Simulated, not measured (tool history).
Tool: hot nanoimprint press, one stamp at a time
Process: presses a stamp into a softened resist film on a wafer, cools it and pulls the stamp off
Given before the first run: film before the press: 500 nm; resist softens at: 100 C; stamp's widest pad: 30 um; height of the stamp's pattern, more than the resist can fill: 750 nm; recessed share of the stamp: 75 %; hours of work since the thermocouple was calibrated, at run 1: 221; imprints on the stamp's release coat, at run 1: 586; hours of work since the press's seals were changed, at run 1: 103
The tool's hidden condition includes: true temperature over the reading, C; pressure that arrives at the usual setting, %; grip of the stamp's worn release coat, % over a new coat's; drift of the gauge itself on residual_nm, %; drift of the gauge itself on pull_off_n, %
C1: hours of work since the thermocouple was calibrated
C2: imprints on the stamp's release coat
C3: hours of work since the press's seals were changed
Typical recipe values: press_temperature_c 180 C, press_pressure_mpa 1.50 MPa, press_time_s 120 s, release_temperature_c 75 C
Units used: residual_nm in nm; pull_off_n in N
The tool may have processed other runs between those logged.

Run 1, hour 0.0: usual settings; C1 221; C2 586; C3 103. Result: residual_nm 184.9 nm, pull_off_n 103 N.
Run 2, hour 13.1: usual settings; C1 231; C2 630; C3 113. Result: residual_nm 186.4 nm, pull_off_n 101 N.
Run 3, hour 24.7: usual settings; C1 240; C2 669; C3 121. Result: residual_nm 187.1 nm, pull_off_n 102 N.
Run 4, hour 46.6: usual settings; C1 256; C2 743; C3 138. Result: residual_nm 186.5 nm, pull_off_n 106 N.
Run 5, hour 68.6: usual settings; C1 272; C2 818; C3 154. Result: residual_nm 187.5 nm, pull_off_n 104 N.
Run 6, hour 91.9: usual settings; C1 290; C2 897; C3 172. Result: residual_nm 188.3 nm, pull_off_n 99 N.
Run 7, hour 105.5: usual settings; C1 300; C2 943; C3 182. Result: residual_nm 189.9 nm, pull_off_n 104 N.
Run 8, hour 122.2: usual settings but press_temperature_c 178 C; C1 312; C2 999; C3 194. Result: residual_nm 206.8 nm, pull_off_n 103 N.
Run 9, hour 133.8: usual settings but press_temperature_c 178 C; C1 321; C2 1038; C3 203. Result: residual_nm 207.7 nm, pull_off_n 105 N.
Run 10, hour 147.5: usual settings but press_temperature_c 178 C; C1 331; C2 1085; C3 213. Result: residual_nm 209.2 nm, pull_off_n 104 N.
Run 11, hour 169.2: usual settings but press_temperature_c 178 C; C1 348; C2 1158; C3 229. Result: residual_nm 209.4 nm, pull_off_n 105 N.
Run 12, hour 183.4: usual settings but press_temperature_c 178 C; C1 358; C2 1206; C3 240. Result: residual_nm 209.3 nm, pull_off_n 103 N.
Run 13, hour 201.6: usual settings but press_temperature_c 178 C; C1 372; C2 1268; C3 254. Result: residual_nm 208.0 nm, pull_off_n 102 N.
Run 14, hour 215.1: usual settings but press_temperature_c 178 C; C1 382; C2 1313; C3 264. Result: residual_nm 208.6 nm, pull_off_n 103 N.
Run 15, hour 238.3: usual settings; C1 399; C2 1391; C3 281. Result: residual_nm 189.6 nm, pull_off_n 108 N.
Run 16, hour 252.6: usual settings but press_time_s 103 s, release_temperature_c 61 C; C1 410; C2 1440; C3 292. Result: residual_nm 203.0 nm, pull_off_n 142 N.
Run 17, hour 263.2: usual settings but press_temperature_c 192 C, press_pressure_mpa 2.06 MPa, press_time_s 226 s; C1 418; C2 1476; C3 300. Result: residual_nm 68.3 nm, pull_off_n 105 N.
At hour 267.2: gauge calibrated.
Run 18, hour 274.3: usual settings but press_temperature_c 183 C, press_time_s 112 s, release_temperature_c 78 C; C1 426; C2 1513; C3 308. Result: residual_nm 165.4 nm, pull_off_n 95 N.
Run 19, hour 286.3: usual settings but press_pressure_mpa 1.22 MPa, press_time_s 93 s; C1 435; C2 1554; C3 317. Result: residual_nm 226.7 nm, pull_off_n 102 N.
Run 20, hour 301.8: usual settings but press_temperature_c 186 C, press_pressure_mpa 1.17 MPa, press_time_s 238 s; C1 447; C2 1606; C3 328. Result: residual_nm 116.4 nm, pull_off_n 99 N.
Run 21, hour 312.0: usual settings but press_temperature_c 186 C, press_pressure_mpa 1.17 MPa, press_time_s 238 s; C1 454; C2 1641; C3 336. Result: residual_nm 115.9 nm, pull_off_n 101 N.
Run 22, hour 323.3: usual settings but press_temperature_c 170 C, press_time_s 67 s; C1 463; C2 1679; C3 344. Result: residual_nm 355.4 nm, pull_off_n 102 N.
At hour 336.1: stamp cleaned and given a new release coat.
Run 23, hour 343.7: usual settings but press_temperature_c 186 C, release_temperature_c 61 C; C1 473; C2 25; C3 355. Result: residual_nm 139.5 nm, pull_off_n 144 N.
Run 24, hour 360.7: usual settings but press_temperature_c 186 C, release_temperature_c 61 C; C1 486; C2 83; C3 368. Result: residual_nm 139.4 nm, pull_off_n 140 N.
Run 25, hour 376.8: usual settings but press_temperature_c 186 C, release_temperature_c 61 C; C1 498; C2 137; C3 380. Result: residual_nm 139.8 nm, pull_off_n 137 N.
Run 26, hour 392.6: usual settings but press_temperature_c 170 C, press_pressure_mpa 1.48 MPa, press_time_s 164 s; C1 510; C2 191; C3 392. Result: residual_nm 273.7 nm, pull_off_n 99 N.
Run 27, hour 409.2: usual settings but press_temperature_c 188 C, press_pressure_mpa 2.11 MPa, press_time_s 115 s, release_temperature_c 71 C; C1 522; C2 247; C3 404. Result: residual_nm 110.5 nm, pull_off_n 113 N.
At hour 415.4: plate thermocouple calibrated.
Run 28, hour 433.0: usual settings but press_temperature_c 188 C, press_pressure_mpa 1.08 MPa, press_time_s 88 s, release_temperature_c 64 C; C1 13; C2 317; C3 420. Result: residual_nm 172.8 nm, pull_off_n 137 N.
Run 29, hour 453.4: usual settings but press_temperature_c 188 C, press_pressure_mpa 1.08 MPa, press_time_s 130 s, release_temperature_c 80 C; C1 28; C2 386; C3 435. Result: residual_nm 146.6 nm, pull_off_n 88 N.
Run 30, hour 464.4: usual settings but press_temperature_c 185 C, press_pressure_mpa 1.85 MPa, press_time_s 118 s, release_temperature_c 65 C; C1 37; C2 423; C3 443. Result: residual_nm 135.0 nm, pull_off_n 129 N.

Per-run results on a tool with no hidden state, each run keeping its own random variation:
run  residual_nm
  1        185.0
  2        186.3
  3        186.7
  4        185.8
  5        186.4
  6        186.7
  7        187.9
  8        204.3
  9        205.0
 10        206.2
 11        206.0
 12        205.6
 13        203.8
 14        204.1
 15        185.2
 16        197.9
 17         66.6
 18        165.5
 19        226.6
 20        116.2
 21        115.5
 22        353.7
 23        138.7
 24        138.3
 25        138.5
 26        270.7
 27        109.1
 28        169.9
 29        143.8
 30        132.4
pull_off_n: at most 1 N away from the measurement, every run.

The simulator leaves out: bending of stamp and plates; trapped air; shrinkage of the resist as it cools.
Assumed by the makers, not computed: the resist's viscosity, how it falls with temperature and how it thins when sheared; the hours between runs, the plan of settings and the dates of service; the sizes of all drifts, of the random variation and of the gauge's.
